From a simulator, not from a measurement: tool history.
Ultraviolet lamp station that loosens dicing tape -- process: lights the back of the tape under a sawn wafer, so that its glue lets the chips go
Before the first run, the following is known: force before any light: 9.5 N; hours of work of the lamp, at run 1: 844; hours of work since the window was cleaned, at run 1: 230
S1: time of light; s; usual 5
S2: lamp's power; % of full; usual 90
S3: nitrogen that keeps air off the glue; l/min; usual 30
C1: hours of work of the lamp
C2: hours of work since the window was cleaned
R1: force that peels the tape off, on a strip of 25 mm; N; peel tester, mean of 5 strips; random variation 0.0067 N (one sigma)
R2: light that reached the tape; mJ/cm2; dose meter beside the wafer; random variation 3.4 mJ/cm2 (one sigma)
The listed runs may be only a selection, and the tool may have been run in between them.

| run | hour | S1 | S2 | S3 | C1 | C2 | R1 | R2 |
|---|---|---|---|---|---|---|---|---|
| 1 | 0.0 | 5 | 90 | 30 | 844 | 230 | 0.234 | 551 |
| 2 | 51.4 | 5 | 90 | 30 | 877 | 263 | 0.230 | 559 |
| 3 | 126.6 | 3 | 90 | 30 | 926 | 312 | 0.724 | 330 |
|  | 135.8 | window cleaned of glue's vapour |
| 4 | 174.8 | 3 | 90 | 30 | 957 | 25 | 0.712 | 331 |
| 5 | 218.9 | 5 | 90 | 30 | 986 | 54 | 0.216 | 555 |
| 6 | 273.8 | 5 | 78 | 30 | 1022 | 90 | 0.307 | 478 |
| 7 | 316.9 | 3 | 90 | 30 | 1050 | 118 | 0.735 | 333 |
| 8 | 382.7 | 4 | 90 | 30 | 1093 | 161 | 0.363 | 448 |
| 9 | 461.4 | 4 | 90 | 30 | 1144 | 212 | 0.370 | 441 |
| 10 | 536.2 | 5 | 90 | 15 | 1193 | 261 | 0.366 | 557 |
| 11 | 578.8 | 5 | 90 | 15 | 1221 | 289 | 0.362 | 557 |
|  | 628.0 | window cleaned of glue's vapour |
| 12 | 632.3 | 4 | 90 | 12 | 1255 | 3 | 0.764 | 442 |
| 13 | 700.2 | 4 | 90 | 12 | 1299 | 47 | 0.722 | 446 |
| 14 | 751.7 | 8 | 90 | 12 | 1333 | 81 | 0.169 | 886 |
| 15 | 788.4 | 8 | 77 | 14 | 1357 | 105 | 0.205 | 768 |
| 16 | 821.6 | 5 | 75 | 11 | 1378 | 126 | 0.701 | 465 |

Each row is a separate what-if for the run after 16, all from the same tool condition, not one after another. Results?
| A | 902.3 | 8 | 75 | 24 | 1431 | 179 | ? | ? |
| B | 902.3 | 7 | 61 | 11 | 1431 | 179 | ? | ? |
| C | 902.3 | 3 | 75 | 11 | 1431 | 179 | ? | ? |
| D | 902.3 | 7 | 62 | 11 | 1431 | 179 | ? | ? |
| E | 902.3 | 5 | 75 | 45 | 1431 | 179 | ? | ? |

| run | R1 | R2 |
|---|---|---|
| A | 0.158 | 743 |
| B | 0.530 | 528 |
| C | 1.862 | 279 |
| D | 0.498 | 538 |
| E | 0.266 | 462 |
Stripped of hidden state, with their random variation kept, the same runs would have yielded:
| run | R1 | R2 |
|---|---|---|
| A | 0.158 | 744 |
| B | 0.528 | 529 |
| C | 1.857 | 280 |
| D | 0.496 | 539 |
| E | 0.265 | 463 |
